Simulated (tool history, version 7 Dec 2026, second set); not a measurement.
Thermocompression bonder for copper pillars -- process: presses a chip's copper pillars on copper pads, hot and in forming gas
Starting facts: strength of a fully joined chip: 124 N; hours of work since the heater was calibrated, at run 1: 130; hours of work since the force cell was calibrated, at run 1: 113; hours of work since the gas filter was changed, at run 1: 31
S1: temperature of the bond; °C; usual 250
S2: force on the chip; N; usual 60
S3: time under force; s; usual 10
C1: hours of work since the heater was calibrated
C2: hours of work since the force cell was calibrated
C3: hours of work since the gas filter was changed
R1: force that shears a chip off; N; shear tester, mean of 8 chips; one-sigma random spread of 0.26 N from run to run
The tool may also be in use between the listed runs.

| run | hour | S1 | S2 | S3 | C1 | C2 | C3 | R1 |
|---|---|---|---|---|---|---|---|---|
| 1 | 0 | 250 | 60 | 10 | 130 | 113 | 31 | 48.2 |
| 2 | 16.3 | 250 | 77 | 10 | 141 | 125 | 43 | 58.1 |
| 3 | 26.4 | 233 | 77 | 10 | 149 | 132 | 50 | 47.9 |
| 4 | 38.8 | 233 | 77 | 10 | 158 | 141 | 59 | 48 |
| 5 | 54.4 | 250 | 48 | 10 | 169 | 153 | 70 | 41 |
| 6 | 61.8 | 250 | 48 | 10 | 174 | 158 | 76 | 40.8 |
| 7 | 69.2 | 250 | 48 | 5 | 180 | 163 | 81 | 30.4 |
| 8 | 83.6 | 250 | 48 | 12 | 190 | 174 | 91 | 44.3 |
| 9 | 93.8 | 250 | 48 | 12 | 197 | 181 | 99 | 44.1 |
| 10 | 108.7 | 250 | 60 | 10 | 208 | 192 | 109 | 48.2 |
| 11 | 118.9 | 250 | 60 | 10 | 215 | 199 | 117 | 48.1 |
| 12 | 129.5 | 250 | 60 | 10 | 223 | 207 | 124 | 48.3 |
| 13 | 143.1 | 250 | 60 | 10 | 233 | 217 | 134 | 48.5 |
|  | 159.2 | forming gas filter changed |
| 14 | 159.2 | 250 | 38 | 10 | 244 | 228 | 0 | 33.6 |
| 15 | 175 | 250 | 38 | 10 | 256 | 239 | 11 | 33.7 |
| 16 | 185.5 | 250 | 54 | 10 | 263 | 247 | 19 | 44.2 |
| 17 | 200 | 238 | 60 | 10 | 274 | 257 | 29 | 41.6 |
| 18 | 208.4 | 238 | 60 | 10 | 280 | 263 | 35 | 41 |
| 19 | 220.8 | 238 | 60 | 10 | 289 | 272 | 44 | 41.6 |
| 20 | 227.8 | 238 | 60 | 10 | 294 | 277 | 49 | 41.5 |
| 21 | 238.4 | 238 | 60 | 10 | 301 | 285 | 57 | 41.3 |
| 22 | 254.3 | 221 | 76 | 10 | 313 | 297 | 69 | 40 |
| 23 | 268.8 | 227 | 60 | 10 | 323 | 307 | 79 | 36 |
| 24 | 276.7 | 227 | 43 | 10 | 329 | 313 | 85 | 27.2 |
| 25 | 287.2 | 227 | 43 | 10 | 336 | 320 | 92 | 27.4 |
| 26 | 301.4 | 227 | 43 | 10 | 347 | 331 | 103 | 27.3 |
| 27 | 313.2 | 279 | 73 | 16 | 355 | 339 | 111 | 82.5 |
| 28 | 322.6 | 279 | 73 | 16 | 362 | 346 | 118 | 82.6 |
| 29 | 336.5 | 279 | 73 | 16 | 372 | 356 | 128 | 82.5 |
| 30 | 344.2 | 279 | 73 | 16 | 378 | 361 | 133 | 82.4 |
| 31 | 354.7 | 254 | 52 | 21 | 385 | 369 | 141 | 59.2 |
|  | 361.5 | forming gas filter changed |
| 32 | 365 | 254 | 52 | 21 | 392 | 376 | 2 | 59.3 |
| 33 | 377 | 254 | 52 | 21 | 401 | 385 | 11 | 58.9 |
| 34 | 385.2 | 254 | 52 | 21 | 407 | 391 | 17 | 58.6 |
| 35 | 399.8 | 254 | 52 | 18 | 417 | 401 | 28 | 55.7 |
| 36 | 416.2 | 254 | 77 | 21 | 429 | 413 | 39 | 75.1 |
| 37 | 423.1 | 254 | 60 | 24 | 434 | 418 | 44 | 67.3 |
| 38 | 437.2 | 255 | 73 | 10 | 444 | 428 | 55 | 57.6 |
| 39 | 446.8 | 226 | 73 | 10 | 451 | 435 | 61 | 40.9 |

Below, each run's measurement less what the same run would have read without the hidden state. Both values contain the same run-to-run variation, but the gauge's scatter may not be the same in both:
Hidden state at play: true temperature of the bond over the reading, C; force that reaches the chip, % of what is set; oxide that the forming gas leaves, % of the face; drift of the gauge itself on shear_n, %.
| run | R1 |
|---|---|
| 1 | -0.1 |
| 2 | -0.1 |
| 3 | -0.1 |
| 4 | -0.1 |
| 5 | -0.2 |
| 6 | -0.2 |
| 7 | -0.2 |
| 8 | -0.3 |
| 9 | -0.3 |
| 10 | -0.4 |
| 11 | -0.5 |
| 12 | -0.5 |
| 13 | -0.6 |
| 14 | -0.3 |
| 15 | -0.4 |
| 16 | -0.5 |
| 17 | -0.5 |
| 18 | -0.5 |
| 19 | -0.6 |
| 20 | -0.6 |
| 21 | -0.6 |
| 22 | -0.6 |
| 23 | -0.7 |
| 24 | -0.5 |
| 25 | -0.6 |
| 26 | -0.5 |
| 27 | -1.8 |
| 28 | -1.8 |
| 29 | -1.9 |
| 30 | -2 |
| 31 | -1.4 |
| 32 | -1.2 |
| 33 | -1.3 |
| 34 | -1.3 |
| 35 | -1.3 |
| 36 | -1.9 |
| 37 | -1.7 |
| 38 | -1.6 |
| 39 | -1.1 |
